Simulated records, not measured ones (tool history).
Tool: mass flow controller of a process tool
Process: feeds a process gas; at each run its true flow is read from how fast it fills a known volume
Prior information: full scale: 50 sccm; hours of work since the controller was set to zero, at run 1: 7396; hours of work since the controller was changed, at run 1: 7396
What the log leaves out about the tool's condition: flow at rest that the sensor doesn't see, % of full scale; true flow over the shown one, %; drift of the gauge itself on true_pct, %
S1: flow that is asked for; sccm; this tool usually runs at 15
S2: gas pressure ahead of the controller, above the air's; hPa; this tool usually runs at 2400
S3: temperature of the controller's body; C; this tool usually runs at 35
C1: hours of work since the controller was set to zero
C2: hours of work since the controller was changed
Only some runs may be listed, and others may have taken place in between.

{"run": 1, "hour": 0.0, "S1": 15, "S2": 2400, "S3": 35, "C1": 7396, "C2": 7396, "true flow (%)": 100.72}
{"run": 2, "hour": 472.5, "S1": 15, "S2": 2400, "S3": 35, "C1": 7748, "C2": 7748, "true flow (%)": 100.81}
{"hour": 745.0, "done": "controller's zero set anew"}
{"run": 3, "hour": 945.6, "S1": 15, "S2": 2400, "S3": 35, "C1": 149, "C2": 8100, "true flow (%)": 101.73}
{"run": 4, "hour": 1215.8, "S1": 15, "S2": 2400, "S3": 35, "C1": 351, "C2": 8301, "true flow (%)": 101.68}
{"run": 5, "hour": 1606.6, "S1": 15, "S2": 2080, "S3": 35, "C1": 642, "C2": 8592, "true flow (%)": 102.04}
{"run": 6, "hour": 1928.5, "S1": 15, "S2": 2400, "S3": 27, "C1": 882, "C2": 8832, "true flow (%)": 101.43}
{"hour": 2228.6, "done": "controller's zero set anew, once more"}
{"run": 7, "hour": 2244.0, "S1": 15, "S2": 2400, "S3": 27, "C1": 11, "C2": 9067, "true flow (%)": 99.37}
{"run": 8, "hour": 2622.3, "S1": 15, "S2": 2400, "S3": 27, "C1": 293, "C2": 9348, "true flow (%)": 99.47}
{"run": 9, "hour": 2834.5, "S1": 15, "S2": 2400, "S3": 27, "C1": 451, "C2": 9506, "true flow (%)": 99.65}
{"run": 10, "hour": 3055.3, "S1": 15, "S2": 2400, "S3": 35, "C1": 616, "C2": 9671, "true flow (%)": 100.04}
{"run": 11, "hour": 3437.7, "S1": 15, "S2": 2400, "S3": 35, "C1": 901, "C2": 9956, "true flow (%)": 100.01}
{"run": 12, "hour": 3754.8, "S1": 15, "S2": 2400, "S3": 35, "C1": 1137, "C2": 10192, "true flow (%)": 100.12}
{"run": 13, "hour": 4040.1, "S1": 8, "S2": 2400, "S3": 35, "C1": 1349, "C2": 10404, "true flow (%)": 100.13}
{"run": 14, "hour": 4309.4, "S1": 8, "S2": 2400, "S3": 35, "C1": 1550, "C2": 10605, "true flow (%)": 100.16}
{"run": 15, "hour": 4790.8, "S1": 16, "S2": 2400, "S3": 35, "C1": 1909, "C2": 10964, "true flow (%)": 100.28}
{"run": 16, "hour": 5018.5, "S1": 15, "S2": 2400, "S3": 28, "C1": 2078, "C2": 11133, "true flow (%)": 99.95}
{"run": 17, "hour": 5299.8, "S1": 15, "S2": 2400, "S3": 28, "C1": 2288, "C2": 11343, "true flow (%)": 99.97}
{"run": 18, "hour": 5668.7, "S1": 15, "S2": 2400, "S3": 21, "C1": 2563, "C2": 11618, "true flow (%)": 99.68}
{"run": 19, "hour": 6068.8, "S1": 15, "S2": 2400, "S3": 21, "C1": 2861, "C2": 11916, "true flow (%)": 99.83}
{"run": 20, "hour": 6313.5, "S1": 15, "S2": 2400, "S3": 21, "C1": 3043, "C2": 12098, "true flow (%)": 99.77}
{"run": 21, "hour": 6537.5, "S1": 15, "S2": 2400, "S3": 21, "C1": 3210, "C2": 12265, "true flow (%)": 99.9}
{"run": 22, "hour": 6829.8, "S1": 15, "S2": 2400, "S3": 21, "C1": 3428, "C2": 12483, "true flow (%)": 99.89}
{"run": 23, "hour": 7146.6, "S1": 15, "S2": 2400, "S3": 22, "C1": 3664, "C2": 12719, "true flow (%)": 99.97}
{"run": 24, "hour": 7478.2, "S1": 15, "S2": 2400, "S3": 22, "C1": 3911, "C2": 12966, "true flow (%)": 99.89}
{"run": 25, "hour": 7834.9, "S1": 15, "S2": 1430, "S3": 35, "C1": 4176, "C2": 13231, "true flow (%)": 101.57}
{"hour": 8028.6, "done": "controller exchanged for a calibrated one"}
{"run": 26, "hour": 8297.4, "S1": 15, "S2": 2170, "S3": 36, "C1": 200, "C2": 200, "true flow (%)": 99.77}
{"run": 27, "hour": 8702.2, "S1": 16, "S2": 2110, "S3": 35, "C1": 502, "C2": 502, "true flow (%)": 99.91}
{"run": 28, "hour": 9054.8, "S1": 16, "S2": 2110, "S3": 31, "C1": 765, "C2": 765, "true flow (%)": 99.74}
{"run": 29, "hour": 9401.4, "S1": 16, "S2": 2110, "S3": 31, "C1": 1023, "C2": 1023, "true flow (%)": 99.77}
{"run": 30, "hour": 9869.8, "S1": 45, "S2": 2510, "S3": 21, "C1": 1372, "C2": 1372, "true flow (%)": 99.54}
{"run": 31, "hour": 10211.7, "S1": 7, "S2": 1480, "S3": 26, "C1": 1626, "C2": 1626, "true flow (%)": 100.41}
{"run": 32, "hour": 10576.5, "S1": 15, "S2": 2400, "S3": 40, "C1": 1898, "C2": 1898, "true flow (%)": 100.3}
{"run": 33, "hour": 11084.0, "S1": 35, "S2": 2380, "S3": 28, "C1": 2276, "C2": 2276, "true flow (%)": 99.99}
{"run": 34, "hour": 11544.8, "S1": 28, "S2": 2380, "S3": 36, "C1": 2619, "C2": 2619, "true flow (%)": 100.14}
{"run": 35, "hour": 12019.0, "S1": 28, "S2": 2380, "S3": 25, "C1": 2973, "C2": 2973, "true flow (%)": 99.68}
{"run": 36, "hour": 12295.4, "S1": 28, "S2": 2380, "S3": 25, "C1": 3179, "C2": 3179, "true flow (%)": 99.67}
{"run": 37, "hour": 12714.7, "S1": 28, "S2": 2380, "S3": 25, "C1": 3491, "C2": 3491, "true flow (%)": 99.73}
{"run": 38, "hour": 13148.5, "S1": 8, "S2": 1570, "S3": 21, "C1": 3814, "C2": 3814, "true flow (%)": 100.77}
{"run": 39, "hour": 13392.4, "S1": 37, "S2": 2620, "S3": 39, "C1": 3996, "C2": 3996, "true flow (%)": 100.63}
{"run": 40, "hour": 13705.1, "S1": 37, "S2": 2620, "S3": 39, "C1": 4229, "C2": 4229, "true flow (%)": 100.6}
{"run": 41, "hour": 14202.2, "S1": 9, "S2": 1610, "S3": 30, "C1": 4599, "C2": 4599, "true flow (%)": 101.31}
{"run": 42, "hour": 14668.0, "S1": 9, "S2": 1610, "S3": 30, "C1": 4946, "C2": 4946, "true flow (%)": 101.4}
{"run": 43, "hour": 14923.7, "S1": 9, "S2": 2400, "S3": 39, "C1": 5137, "C2": 5137, "true flow (%)": 101.36}
{"run": 44, "hour": 15204.6, "S1": 42, "S2": 2230, "S3": 35, "C1": 5346, "C2": 5346, "true flow (%)": 100.88}
{"run": 45, "hour": 15435.0, "S1": 8, "S2": 1640, "S3": 24, "C1": 5517, "C2": 5517, "true flow (%)": 101.43}
{"run": 46, "hour": 15839.9, "S1": 8, "S2": 1640, "S3": 36, "C1": 5819, "C2": 5819, "true flow (%)": 102.04}
{"run": 47, "hour": 16333.8, "S1": 15, "S2": 1860, "S3": 35, "C1": 6187, "C2": 6187, "true flow (%)": 101.28}

Forecast each of these 3 alternatives for the next run:
{"run": "A", "hour": 16696.6, "S1": 38, "S2": 2370, "S3": 35, "C1": 6457, "C2": 6457, "true flow (%)": "?"}
{"run": "B", "hour": 16696.6, "S1": 18, "S2": 2400, "S3": 35, "C1": 6457, "C2": 6457, "true flow (%)": "?"}
{"run": "C", "hour": 16696.6, "S1": 32, "S2": 2400, "S3": 24, "C1": 6457, "C2": 6457, "true flow (%)": "?"}

run=A true_flow_(%)=100.91
run=B true_flow_(%)=100.68
run=C true_flow_(%)=100.16
What these runs would have given with no unlogged condition in the tool:
run=A true_flow_(%)=99.89
run=B true_flow_(%)=99.19
run=C true_flow_(%)=99.06
